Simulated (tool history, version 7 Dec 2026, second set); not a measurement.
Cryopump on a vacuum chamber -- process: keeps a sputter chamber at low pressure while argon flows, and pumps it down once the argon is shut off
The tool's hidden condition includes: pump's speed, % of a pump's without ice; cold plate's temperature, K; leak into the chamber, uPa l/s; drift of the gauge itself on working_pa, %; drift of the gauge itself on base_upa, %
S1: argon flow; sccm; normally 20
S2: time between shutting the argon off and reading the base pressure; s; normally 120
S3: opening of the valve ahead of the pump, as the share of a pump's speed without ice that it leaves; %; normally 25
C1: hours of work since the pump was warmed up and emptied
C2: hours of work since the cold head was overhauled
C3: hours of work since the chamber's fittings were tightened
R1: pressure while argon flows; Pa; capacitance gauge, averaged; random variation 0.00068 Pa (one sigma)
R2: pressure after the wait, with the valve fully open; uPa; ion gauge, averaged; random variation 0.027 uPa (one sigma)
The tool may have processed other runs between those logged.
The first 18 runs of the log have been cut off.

run,hour,S1,S2,S3,C1,C2,C3,R1,R2
19,988.6,35,166,41,561,561,2445,0.1375,3.78
20,1020.8,8,27,16,579,579,2462,0.0753,7.40
21,1068.7,8,27,16,605,605,2488,0.0754,7.57
22,1111.7,14,29,39,628,628,2512,0.0591,7.23
23,1170.9,14,29,39,660,660,2544,0.0593,7.41
24,1233.5,28,120,29,694,694,2578,0.1538,4.48
25,1275.4,8,47,23,717,717,2600,0.0547,6.09
26,1321.1,8,47,23,742,742,2625,0.0558,6.13
27,1370.6,12,109,50,769,769,2652,0.0416,4.82
28,1428.8,12,109,50,800,800,2684,0.0426,4.91
29,1489.7,19,216,25,833,833,2717,0.1234,4.73
# hour 1501.5: pump warmed up, emptied and cooled again
30,1570.5,20,120,39,37,874,2758,0.0745,3.72
31,1608.7,20,25,39,58,895,2779,0.0749,7.56
32,1655.0,20,25,39,83,920,2804,0.0759,7.77

Consider 5 possible next runs. They are alternatives, not a sequence: every one starts from the tool as it was left by run 32. What does each give?
A,1729.0,20,120,56,123,960,2844,?,?
B,1729.0,20,120,16,123,960,2844,?,?
C,1729.0,20,120,15,123,960,2844,?,?
D,1729.0,20,25,35,123,960,2844,?,?
E,1729.0,15,120,25,123,960,2844,?,?

run,R1,R2
A,0.0536,3.98
B,0.1831,3.98
C,0.1966,3.97
D,0.0837,7.62
E,0.0884,3.98
With no hidden state in the tool, these same runs would have given:
run,R1,R2
A,0.0518,1.22
B,0.1814,1.22
C,0.1948,1.22
D,0.0819,4.87
E,0.0871,1.23
